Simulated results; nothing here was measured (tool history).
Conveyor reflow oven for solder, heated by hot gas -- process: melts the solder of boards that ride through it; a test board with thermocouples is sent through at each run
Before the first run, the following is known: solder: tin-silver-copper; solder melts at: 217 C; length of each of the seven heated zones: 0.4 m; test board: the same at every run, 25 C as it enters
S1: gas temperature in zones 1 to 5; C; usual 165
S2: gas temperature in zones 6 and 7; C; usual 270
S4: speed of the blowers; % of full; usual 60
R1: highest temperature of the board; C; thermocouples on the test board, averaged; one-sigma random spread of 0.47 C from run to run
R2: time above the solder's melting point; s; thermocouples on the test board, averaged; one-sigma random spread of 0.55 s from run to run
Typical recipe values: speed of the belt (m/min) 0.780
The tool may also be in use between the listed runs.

run 1 day=0.000 | S1=165 S2=270 speed_of_the_belt_(m/min)=0.780 S4=60 | R1=240.9 R2=34.8
run 2 day=0.762 | S1=165 S2=270 speed_of_the_belt_(m/min)=0.780 S4=66 | R1=244.9 R2=35.9
run 3 day=1.292 | S1=165 S2=265 speed_of_the_belt_(m/min)=0.780 S4=60 | R1=237.6 R2=30.8
run 4 day=2.050 | S1=165 S2=265 speed_of_the_belt_(m/min)=0.780 S4=60 | R1=237.0 R2=29.5
run 5 day=2.546 | S1=165 S2=265 speed_of_the_belt_(m/min)=0.780 S4=60 | R1=237.0 R2=29.9
run 6 day=2.983 | S1=165 S2=265 speed_of_the_belt_(m/min)=0.780 S4=60 | R1=236.7 R2=29.8
run 7 day=3.604 | S1=165 S2=265 speed_of_the_belt_(m/min)=0.780 S4=60 | R1=237.2 R2=29.8
run 8 day=4.279 | S1=165 S2=265 speed_of_the_belt_(m/min)=0.780 S4=60 | R1=237.7 R2=29.9
run 9 day=4.858 | S1=165 S2=265 speed_of_the_belt_(m/min)=0.780 S4=60 | R1=236.7 R2=30.7
run 10 day=5.567 | S1=165 S2=265 speed_of_the_belt_(m/min)=0.780 S4=60 | R1=237.0 R2=29.3
run 11 day=6.267 | S1=151 S2=270 speed_of_the_belt_(m/min)=0.780 S4=60 | R1=236.6 R2=27.0
run 12 day=6.767 | S1=151 S2=283 speed_of_the_belt_(m/min)=0.780 S4=60 | R1=247.3 R2=35.0
-- day=7.025 flux residue cleaned out of gas plates and filters
run 13 day=7.662 | S1=151 S2=283 speed_of_the_belt_(m/min)=0.780 S4=79 | R1=254.6 R2=40.8
-- day=8.488 flux residue cleaned out of gas plates and filters, once more
run 14 day=8.575 | S1=151 S2=283 speed_of_the_belt_(m/min)=0.780 S4=79 | R1=262.3 R2=45.4
run 15 day=9.112 | S1=165 S2=270 speed_of_the_belt_(m/min)=0.807 S4=60 | R1=243.4 R2=35.3
run 16 day=9.662 | S1=165 S2=270 speed_of_the_belt_(m/min)=0.807 S4=60 | R1=243.3 R2=34.9
run 17 day=9.996 | S1=160 S2=270 speed_of_the_belt_(m/min)=0.723 S4=60 | R1=246.4 R2=41.2
run 18 day=10.475 | S1=180 S2=275 speed_of_the_belt_(m/min)=0.705 S4=81 | R1=263.4 R2=59.3
run 19 day=11.229 | S1=165 S2=272 speed_of_the_belt_(m/min)=0.780 S4=62 | R1=247.9 R2=39.7
run 20 day=11.646 | S1=153 S2=280 speed_of_the_belt_(m/min)=0.780 S4=86 | R1=261.7 R2=46.1
run 21 day=12.350 | S1=178 S2=280 speed_of_the_belt_(m/min)=0.909 S4=83 | R1=258.4 R2=42.3
run 22 day=12.800 | S1=165 S2=262 speed_of_the_belt_(m/min)=0.663 S4=60 | R1=243.9 R2=44.0
run 23 day=13.446 | S1=163 S2=262 speed_of_the_belt_(m/min)=0.663 S4=60 | R1=243.4 R2=44.3
run 24 day=14.021 | S1=165 S2=270 speed_of_the_belt_(m/min)=0.780 S4=63 | R1=246.3 R2=37.5
run 25 day=14.704 | S1=165 S2=275 speed_of_the_belt_(m/min)=0.820 S4=60 | R1=246.9 R2=35.9
run 26 day=15.467 | S1=164 S2=272 speed_of_the_belt_(m/min)=0.797 S4=86 | R1=254.5 R2=43.7
run 27 day=15.896 | S1=151 S2=270 speed_of_the_belt_(m/min)=0.743 S4=74 | R1=249.2 R2=40.3
run 28 day=16.350 | S1=151 S2=270 speed_of_the_belt_(m/min)=0.743 S4=74 | R1=249.3 R2=40.4

Predict the results of run 29:
run 29 day=16.971 | S1=151 S2=270 speed_of_the_belt_(m/min)=0.743 S4=74 | R1=? R2=?

R1: 249.1 C
R2: 40.5 s
Without the tool's hidden state the same run would have given R1 249.9 C, R2 41.1 s.
